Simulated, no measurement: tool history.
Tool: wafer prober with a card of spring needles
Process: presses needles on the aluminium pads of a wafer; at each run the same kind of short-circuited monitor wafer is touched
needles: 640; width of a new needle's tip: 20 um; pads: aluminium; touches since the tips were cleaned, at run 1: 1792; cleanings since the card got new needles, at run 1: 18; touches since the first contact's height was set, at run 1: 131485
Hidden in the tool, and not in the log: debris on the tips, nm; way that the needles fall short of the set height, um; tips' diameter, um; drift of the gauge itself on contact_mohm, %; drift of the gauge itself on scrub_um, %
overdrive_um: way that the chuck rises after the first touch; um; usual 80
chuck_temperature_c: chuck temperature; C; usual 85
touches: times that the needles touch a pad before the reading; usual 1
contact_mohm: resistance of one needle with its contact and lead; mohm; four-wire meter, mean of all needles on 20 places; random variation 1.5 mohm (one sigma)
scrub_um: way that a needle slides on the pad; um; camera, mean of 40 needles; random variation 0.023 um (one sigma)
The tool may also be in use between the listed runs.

run,hour,overdrive_um,chuck_temperature_c,touches,touches since the tips were cleaned,cleanings since the card got new needles,touches since the first contact's height was set,contact_mohm,scrub_um
1,0.0,80,85,1,1792,18,131485,252,20.74
# hour 7.5: tips cleaned on abrasive film
2,9.2,80,85,1,1069,19,137102,215,20.70
3,15.9,80,85,1,5137,19,141170,293,20.73
# hour 17.8: tips cleaned on abrasive film
4,27.8,80,85,1,6091,20,148417,304,20.69
# hour 29.0: tips cleaned on abrasive film
5,35.3,80,85,1,3872,21,152991,292,20.64
# hour 39.5: tips cleaned on abrasive film
6,46.9,80,85,1,4514,22,160030,298,20.66
# hour 50.2: tips cleaned on abrasive film
# hour 52.9: height of the first contact set anew
7,58.0,80,85,1,4592,23,3173,288,21.11
# hour 60.7: tips cleaned on abrasive film
8,68.2,80,70,1,4575,24,9344,295,21.11
# hour 71.0: tips cleaned on abrasive film
9,79.0,80,70,1,4891,25,15940,292,21.11
# hour 81.7: tips cleaned on abrasive film
10,84.5,80,70,1,1688,26,19242,244,21.07
11,91.1,80,70,1,5732,26,23286,303,21.06
# hour 92.9: tips cleaned on abrasive film
12,97.9,80,70,1,3095,27,27447,276,21.01
# hour 103.4: tips cleaned on abrasive film
13,104.8,68,112,2,855,28,31611,206,17.83
# hour 113.6: tips cleaned on abrasive film
14,113.6,91,85,1,0,29,36962,144,23.89
# hour 124.0: tips cleaned on abrasive film
15,125.5,91,32,1,937,30,44186,191,23.89
# hour 134.6: tips cleaned on abrasive film
16,138.1,91,32,1,2159,31,51872,240,23.90
# hour 145.1: tips cleaned on abrasive film
17,148.8,91,32,1,2264,32,58402,237,23.79
# hour 155.5: tips cleaned on abrasive film
18,156.4,67,76,1,524,33,62971,201,17.48
# hour 166.1: tips cleaned on abrasive film
19,167.1,67,76,1,605,34,69480,229,17.44
20,173.4,83,36,1,4499,34,73374,291,21.64
# hour 177.1: tips cleaned on abrasive film
21,186.3,74,49,1,5639,35,81205,340,19.24
# hour 187.5: tips cleaned on abrasive film
22,197.1,96,85,2,5898,36,87779,207,25.06
# hour 198.1: tips cleaned on abrasive film
23,205.0,65,76,3,4223,37,92573,224,16.87

3 ways to go on from here, each from the tool as it stands after run 23. What would each give?
# hour 208.2: tips cleaned on abrasive film
A,213.0,80,85,1,2954,38,97474,?,?
# hour 208.2: tips cleaned on abrasive film
B,213.0,65,76,1,2954,38,97474,?,?
# hour 208.2: tips cleaned on abrasive film
C,213.0,68,97,2,2954,38,97474,?,?

run,contact_mohm,scrub_um
A,281,20.79
B,353,16.87
C,254,17.62
Without the tool's hidden state the same runs would have given:
run,contact_mohm,scrub_um
A,132,21.13
B,132,17.21
C,136,17.95
